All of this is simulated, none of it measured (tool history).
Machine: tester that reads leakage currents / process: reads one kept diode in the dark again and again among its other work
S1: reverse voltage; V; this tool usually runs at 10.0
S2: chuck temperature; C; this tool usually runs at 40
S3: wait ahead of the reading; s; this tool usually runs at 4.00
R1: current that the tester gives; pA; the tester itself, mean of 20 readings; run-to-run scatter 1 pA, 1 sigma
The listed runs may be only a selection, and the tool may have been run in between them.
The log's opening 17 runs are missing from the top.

{"run": 18, "hour": 376.4, "S1": 10.0, "S2": 40, "S3": 2.62, "R1": 305.04}
{"run": 19, "hour": 401.2, "S1": 10.0, "S2": 40, "S3": 3.68, "R1": 304.93}
{"hour": 405.1, "done": "chuck's temperature calibrated"}
{"run": 20, "hour": 419.4, "S1": 10.0, "S2": 40, "S3": 3.68, "R1": 287.56}
{"run": 21, "hour": 438.9, "S1": 6.3, "S2": 40, "S3": 8.81, "R1": 235.39}
{"run": 22, "hour": 454.6, "S1": 6.3, "S2": 23, "S3": 0.98, "R1": 69.01}
{"run": 23, "hour": 470.8, "S1": 6.3, "S2": 43, "S3": 0.98, "R1": 289.71}
{"hour": 482.8, "done": "chuck's temperature calibrated, once more"}
{"run": 24, "hour": 493.2, "S1": 1.4, "S2": 43, "S3": 4.23, "R1": 181.05}
{"run": 25, "hour": 517.1, "S1": 2.4, "S2": 43, "S3": 4.23, "R1": 227.58}
{"run": 26, "hour": 544.1, "S1": 2.4, "S2": 43, "S3": 4.23, "R1": 225.73}
{"run": 27, "hour": 572.2, "S1": 2.4, "S2": 43, "S3": 4.23, "R1": 225.72}
{"run": 28, "hour": 594.6, "S1": 6.5, "S2": 40, "S3": 0.32, "R1": 281.73}
{"run": 29, "hour": 608.5, "S1": 10.0, "S2": 25, "S3": 5.84, "R1": 115.46}
{"run": 30, "hour": 635.5, "S1": 12.9, "S2": 44, "S3": 4.0, "R1": 489.93}
{"run": 31, "hour": 649.5, "S1": 4.0, "S2": 32, "S3": 4.0, "R1": 130.11}
{"run": 32, "hour": 675.8, "S1": 2.5, "S2": 27, "S3": 7.21, "R1": 73.71}
{"run": 33, "hour": 693.7, "S1": 11.0, "S2": 20, "S3": 1.84, "R1": 83.23}
{"run": 34, "hour": 722.5, "S1": 11.0, "S2": 20, "S3": 1.84, "R1": 83.27}
{"run": 35, "hour": 739.9, "S1": 7.8, "S2": 39, "S3": 4.28, "R1": 284.05}
{"run": 36, "hour": 771.4, "S1": 2.2, "S2": 43, "S3": 4.0, "R1": 216.35}
{"run": 37, "hour": 799.7, "S1": 1.5, "S2": 43, "S3": 0.51, "R1": 183.61}
{"run": 38, "hour": 829.5, "S1": 1.2, "S2": 43, "S3": 1.16, "R1": 166.95}
{"run": 39, "hour": 850.3, "S1": 1.3, "S2": 43, "S3": 1.16, "R1": 172.4}
{"run": 40, "hour": 865.7, "S1": 14.9, "S2": 24, "S3": 3.0, "R1": 126.51}

Forecast each of these 3 alternatives for the next run:
{"run": "A", "hour": 897.1, "S1": 1.8, "S2": 24, "S3": 0.3, "R1": "?"}
{"run": "B", "hour": 897.1, "S1": 3.0, "S2": 32, "S3": 3.0, "R1": "?"}
{"run": "C", "hour": 897.1, "S1": 1.2, "S2": 26, "S3": 3.0, "R1": "?"}

run=A R1=51.06
run=B R1=113.38
run=C R1=49.63
Without the tool's hidden state the same runs would have given:
run=A R1=50.96
run=B R1=113.37
run=C R1=49.69
